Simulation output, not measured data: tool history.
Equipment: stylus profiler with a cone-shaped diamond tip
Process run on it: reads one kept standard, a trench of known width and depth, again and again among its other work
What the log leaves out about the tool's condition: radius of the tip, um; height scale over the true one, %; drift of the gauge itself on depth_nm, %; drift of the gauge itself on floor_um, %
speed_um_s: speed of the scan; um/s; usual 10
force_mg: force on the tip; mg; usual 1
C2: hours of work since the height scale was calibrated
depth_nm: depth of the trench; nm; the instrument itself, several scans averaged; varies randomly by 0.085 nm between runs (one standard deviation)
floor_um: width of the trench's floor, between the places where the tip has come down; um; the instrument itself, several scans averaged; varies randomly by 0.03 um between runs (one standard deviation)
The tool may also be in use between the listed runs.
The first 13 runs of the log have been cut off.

Run 14, hour 729.8: usual settings; scans with this tip 5296; C2 426. Result: depth_nm 200.25 nm, floor_um 47.67 um.
Run 15, hour 796.2: usual settings; scans with this tip 5849; C2 471. Result: depth_nm 200.2 nm, floor_um 47.59 um.
Run 16, hour 865.3: usual settings but speed_um_s 16 um/s; scans with this tip 6425; C2 517. Result: depth_nm 200.11 nm, floor_um 47.57 um.
Run 17, hour 915.3: usual settings but speed_um_s 16 um/s; scans with this tip 6842; C2 551. Result: depth_nm 200.26 nm, floor_um 47.54 um.
Run 18, hour 980.9: usual settings; scans with this tip 7389; C2 595. Result: depth_nm 200.11 nm, floor_um 47.49 um.
Run 19, hour 1047.9: usual settings; scans with this tip 7947; C2 640. Result: depth_nm 200.1 nm, floor_um 47.5 um.
Run 20, hour 1087.4: usual settings but force_mg 0.8 mg; scans with this tip 8277; C2 666. Result: depth_nm 199.93 nm, floor_um 47.47 um.
Run 21, hour 1123.2: usual settings but force_mg 0.8 mg; scans with this tip 8575; C2 690. Result: depth_nm 199.91 nm, floor_um 47.47 um.
Run 22, hour 1184.9: usual settings; scans with this tip 9089; C2 732. Result: depth_nm 199.95 nm, floor_um 47.39 um.
Run 23, hour 1240.6: usual settings; scans with this tip 9553; C2 769. Result: depth_nm 200.24 nm, floor_um 47.31 um.
Run 24, hour 1302.1: usual settings; scans with this tip 10066; C2 810. Result: depth_nm 199.95 nm, floor_um 47.31 um.
Run 25, hour 1343.4: usual settings but speed_um_s 4 um/s, force_mg 0.42 mg; scans with this tip 10410; C2 838. Result: depth_nm 199.72 nm, floor_um 47.33 um.

Forecast run 26:
Run 26, hour 1401.5: usual settings but speed_um_s 3 um/s, force_mg 0.42 mg; scans with this tip 10895; C2 877. Result: depth_nm ?, floor_um ?.

Run 26 gave depth_nm 199.67 nm, floor_um 47.29 um.
Take away the tool's hidden state, keep the run-to-run variation as it was, and the same run would have given depth_nm 200.43 nm, floor_um 48 um.

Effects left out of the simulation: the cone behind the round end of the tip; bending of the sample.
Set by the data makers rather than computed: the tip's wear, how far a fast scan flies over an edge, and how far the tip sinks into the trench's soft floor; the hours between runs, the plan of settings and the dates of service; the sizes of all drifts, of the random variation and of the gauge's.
